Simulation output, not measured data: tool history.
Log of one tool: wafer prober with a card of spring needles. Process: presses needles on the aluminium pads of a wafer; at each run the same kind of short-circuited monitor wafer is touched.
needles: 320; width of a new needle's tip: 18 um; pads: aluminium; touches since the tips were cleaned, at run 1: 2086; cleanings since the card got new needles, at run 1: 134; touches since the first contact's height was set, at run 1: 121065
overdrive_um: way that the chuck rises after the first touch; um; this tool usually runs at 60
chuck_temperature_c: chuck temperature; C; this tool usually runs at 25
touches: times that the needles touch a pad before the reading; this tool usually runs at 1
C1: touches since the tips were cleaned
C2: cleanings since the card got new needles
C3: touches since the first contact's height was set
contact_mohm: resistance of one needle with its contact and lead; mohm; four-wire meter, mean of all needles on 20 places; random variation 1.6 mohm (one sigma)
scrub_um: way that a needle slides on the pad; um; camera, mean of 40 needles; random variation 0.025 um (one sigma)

run 1 day=0 | overdrive_um=60 chuck_temperature_c=25 touches=1 | C1=2086 C2=134 C3=121065 | contact_mohm=189 scrub_um=10.93
-- day=0.279 tips cleaned on abrasive film
-- day=0.758 tips cleaned on abrasive film
-- day=1.242 tips cleaned on abrasive film
-- day=1.629 tips cleaned on abrasive film
run 2 day=1.629 | overdrive_um=60 chuck_temperature_c=25 touches=1 | C1=0 C2=138 C3=138929 | contact_mohm=158 scrub_um=10.88
-- day=1.738 height of the first contact set anew
-- day=2.121 tips cleaned on abrasive film
-- day=2.588 tips cleaned on abrasive film
run 3 day=2.817 | overdrive_um=60 chuck_temperature_c=25 touches=1 | C1=2546 C2=140 C3=11881 | contact_mohm=198 scrub_um=10.69
-- day=3.004 tips cleaned on abrasive film
-- day=3.479 tips cleaned on abrasive film
-- day=3.962 tips cleaned on abrasive film
-- day=4.438 tips cleaned on abrasive film
-- day=4.888 tips cleaned on abrasive film
run 4 day=4.888 | overdrive_um=57 chuck_temperature_c=25 touches=1 | C1=0 C2=145 C3=34595 | contact_mohm=159 scrub_um=10.04
-- day=5.371 tips cleaned on abrasive film
-- day=5.854 tips cleaned on abrasive film
-- day=6.338 tips cleaned on abrasive film
run 5 day=6.521 | overdrive_um=60 chuck_temperature_c=45 touches=1 | C1=2059 C2=148 C3=52555 | contact_mohm=197 scrub_um=10.53
-- day=6.812 tips cleaned on abrasive film
-- day=7.3 tips cleaned on abrasive film
-- day=7.779 tips cleaned on abrasive film
run 6 day=8.092 | overdrive_um=60 chuck_temperature_c=45 touches=1 | C1=3449 C2=151 C3=69801 | contact_mohm=222 scrub_um=10.51
-- day=8.192 tips cleaned on abrasive film
-- day=8.675 tips cleaned on abrasive film
-- day=9.146 tips cleaned on abrasive film
-- day=9.533 tips cleaned on abrasive film
run 7 day=9.6 | overdrive_um=60 chuck_temperature_c=45 touches=1 | C1=716 C2=155 C3=86321 | contact_mohm=177 scrub_um=10.46
-- day=9.892 height of the first contact set anew, once more
-- day=9.992 tips cleaned on abrasive film
-- day=10.467 tips cleaned on abrasive film
-- day=10.946 tips cleaned on abrasive film
run 8 day=11.171 | overdrive_um=60 chuck_temperature_c=45 touches=1 | C1=2493 C2=158 C3=14001 | contact_mohm=201 scrub_um=11.26
-- day=11.367 tips cleaned on abrasive film
-- day=11.85 tips cleaned on abrasive film
-- day=12.333 tips cleaned on abrasive film
-- day=12.808 tips cleaned on abrasive film
-- day=13.196 tips cleaned on abrasive film
run 9 day=13.225 | overdrive_um=41 chuck_temperature_c=45 touches=1 | C1=320 C2=163 C3=36536 | contact_mohm=189 scrub_um=7.61
-- day=13.612 tips cleaned on abrasive film
-- day=14.083 tips cleaned on abrasive film
run 10 day=14.333 | overdrive_um=41 chuck_temperature_c=45 touches=1 | C1=2740 C2=165 C3=48709 | contact_mohm=260 scrub_um=7.57
-- day=14.529 tips cleaned on abrasive film
-- day=15.012 tips cleaned on abrasive film
-- day=15.492 tips cleaned on abrasive film
-- day=15.975 tips cleaned on abrasive film
run 11 day=16.058 | overdrive_um=60 chuck_temperature_c=25 touches=1 | C1=943 C2=169 C3=67652 | contact_mohm=176 scrub_um=11.12
-- day=16.442 tips cleaned on abrasive film
-- day=16.917 tips cleaned on abrasive film
run 12 day=17.233 | overdrive_um=60 chuck_temperature_c=25 touches=1 | C1=3499 C2=171 C3=80565 | contact_mohm=213 scrub_um=11.01
-- day=17.333 tips cleaned on abrasive film
-- day=17.721 tips cleaned on abrasive film
-- day=18.204 tips cleaned on abrasive film
-- day=18.683 tips cleaned on abrasive film
run 13 day=18.696 | overdrive_um=60 chuck_temperature_c=25 touches=1 | C1=144 C2=175 C3=96583 | contact_mohm=162 scrub_um=11
-- day=19.083 tips cleaned on abrasive film
-- day=19.558 tips cleaned on abrasive film
-- day=20.042 tips cleaned on abrasive film
run 14 day=20.233 | overdrive_um=60 chuck_temperature_c=25 touches=1 | C1=2139 C2=178 C3=113481 | contact_mohm=198 scrub_um=10.93
-- day=20.525 tips cleaned on abrasive film
-- day=21.008 tips cleaned on abrasive film
-- day=21.442 tips cleaned on abrasive film
run 15 day=21.442 | overdrive_um=57 chuck_temperature_c=105 touches=1 | C1=0 C2=181 C3=126732 | contact_mohm=175 scrub_um=10.32
-- day=21.925 tips cleaned on abrasive film
-- day=22.4 tips cleaned on abrasive film
-- day=22.7 height of the first contact set anew
-- day=22.896 tips cleaned on abrasive film
-- day=23.288 tips cleaned on abrasive film
run 16 day=23.362 | overdrive_um=55 chuck_temperature_c=74 touches=2 | C1=865 C2=185 C3=7240 | contact_mohm=172 scrub_um=10.35
-- day=23.746 tips cleaned on abrasive film
-- day=24.229 tips cleaned on abrasive film
-- day=24.633 tips cleaned on abrasive film
run 17 day=24.633 | overdrive_um=55 chuck_temperature_c=74 touches=2 | C1=0 C2=188 C3=21185 | contact_mohm=167 scrub_um=10.27
-- day=25.108 tips cleaned on abrasive film
-- day=25.592 tips cleaned on abrasive film
run 18 day=25.904 | overdrive_um=51 chuck_temperature_c=55 touches=2 | C1=3464 C2=190 C3=35151 | contact_mohm=209 scrub_um=9.53
-- day=26.004 tips cleaned on abrasive film
-- day=26.392 tips cleaned on abrasive film
-- day=26.867 tips cleaned on abrasive film
-- day=27.35 tips cleaned on abrasive film
-- day=27.833 tips cleaned on abrasive film
run 19 day=27.888 | overdrive_um=75 chuck_temperature_c=92 touches=2 | C1=590 C2=195 C3=56888 | contact_mohm=168 scrub_um=13.97
-- day=28.275 tips cleaned on abrasive film
-- day=28.662 tips cleaned on abrasive film
-- day=29.146 tips cleaned on abrasive film
-- day=29.629 tips cleaned on abrasive film
run 20 day=29.767 | overdrive_um=60 chuck_temperature_c=25 touches=2 | C1=1503 C2=199 C3=77512 | contact_mohm=176 scrub_um=11
-- day=30.05 tips cleaned on abrasive film
-- day=30.521 tips cleaned on abrasive film
run 21 day=30.854 | overdrive_um=60 chuck_temperature_c=92 touches=2 | C1=3670 C2=201 C3=89471 | contact_mohm=203 scrub_um=11.04
-- day=30.954 tips cleaned on abrasive film
-- day=31.438 tips cleaned on abrasive film
-- day=31.917 tips cleaned on abrasive film
-- day=32.388 tips cleaned on abrasive film
run 22 day=32.688 | overdrive_um=60 chuck_temperature_c=92 touches=2 | C1=3328 C2=205 C3=109599 | contact_mohm=199 scrub_um=10.96
-- day=32.788 tips cleaned on abrasive film
-- day=33.175 tips cleaned on abrasive film
run 23 day=33.533 | overdrive_um=60 chuck_temperature_c=92 touches=2 | C1=3982 C2=207 C3=118897 | contact_mohm=208 scrub_um=10.93
-- day=33.629 tips cleaned on abrasive film
-- day=34.1 tips cleaned on abrasive film
-- day=34.6 card fitted with new needles
-- day=35.071 tips cleaned on abrasive film
run 24 day=35.121 | overdrive_um=60 chuck_temperature_c=92 touches=2 | C1=569 C2=1 C3=5755 | contact_mohm=166 scrub_um=11.3
-- day=35.512 tips cleaned on abrasive film
-- day=35.979 tips cleaned on abrasive film
-- day=36.462 tips cleaned on abrasive film
-- day=36.946 tips cleaned on abrasive film
run 25 day=37.025 | overdrive_um=60 chuck_temperature_c=63 touches=2 | C1=900 C2=5 C3=26657 | contact_mohm=164 scrub_um=11.23
-- day=37.412 tips cleaned on abrasive film
-- day=37.883 tips cleaned on abrasive film
-- day=38.367 tips cleaned on abrasive film
-- day=38.846 tips cleaned on abrasive film
run 26 day=39.075 | overdrive_um=47 chuck_temperature_c=102 touches=2 | C1=2542 C2=9 C3=49168 | contact_mohm=191 scrub_um=8.74
-- day=39.271 tips cleaned on abrasive film
-- day=39.658 tips cleaned on abrasive film
run 27 day=39.988 | overdrive_um=78 chuck_temperature_c=70 touches=2 | C1=3634 C2=11 C3=59176 | contact_mohm=172 scrub_um=14.49
-- day=40.075 tips cleaned on abrasive film
-- day=40.558 tips cleaned on abrasive film
-- day=41.029 tips cleaned on abrasive film
run 28 day=41.346 | overdrive_um=60 chuck_temperature_c=25 touches=3 | C1=3524 C2=14 C3=74103 | contact_mohm=167 scrub_um=11.11

Predict each of these 3 candidate next runs independently; none follows another, all start after run 28:
-- day=41.433 tips cleaned on abrasive film
-- day=41.921 tips cleaned on abrasive film
-- day=42.333 tips cleaned on abrasive film
run A day=42.333 | overdrive_um=43 chuck_temperature_c=39 touches=3 | C1=0 C2=17 C3=84873 | contact_mohm=? scrub_um=?
-- day=41.433 tips cleaned on abrasive film
-- day=41.921 tips cleaned on abrasive film
-- day=42.333 tips cleaned on abrasive film
run B day=42.333 | overdrive_um=41 chuck_temperature_c=25 touches=1 | C1=0 C2=17 C3=84873 | contact_mohm=? scrub_um=?
-- day=41.433 tips cleaned on abrasive film
-- day=41.921 tips cleaned on abrasive film
-- day=42.333 tips cleaned on abrasive film
run C day=42.333 | overdrive_um=60 chuck_temperature_c=111 touches=1 | C1=0 C2=17 C3=84873 | contact_mohm=? scrub_um=?

run=A contact_mohm=161 scrub_um=7.81
run=B contact_mohm=166 scrub_um=7.45
run=C contact_mohm=171 scrub_um=11.01
Had the tool no hidden state, the same runs would have come out as:
run=A contact_mohm=156 scrub_um=8.11
run=B contact_mohm=153 scrub_um=7.75
run=C contact_mohm=165 scrub_um=11.3

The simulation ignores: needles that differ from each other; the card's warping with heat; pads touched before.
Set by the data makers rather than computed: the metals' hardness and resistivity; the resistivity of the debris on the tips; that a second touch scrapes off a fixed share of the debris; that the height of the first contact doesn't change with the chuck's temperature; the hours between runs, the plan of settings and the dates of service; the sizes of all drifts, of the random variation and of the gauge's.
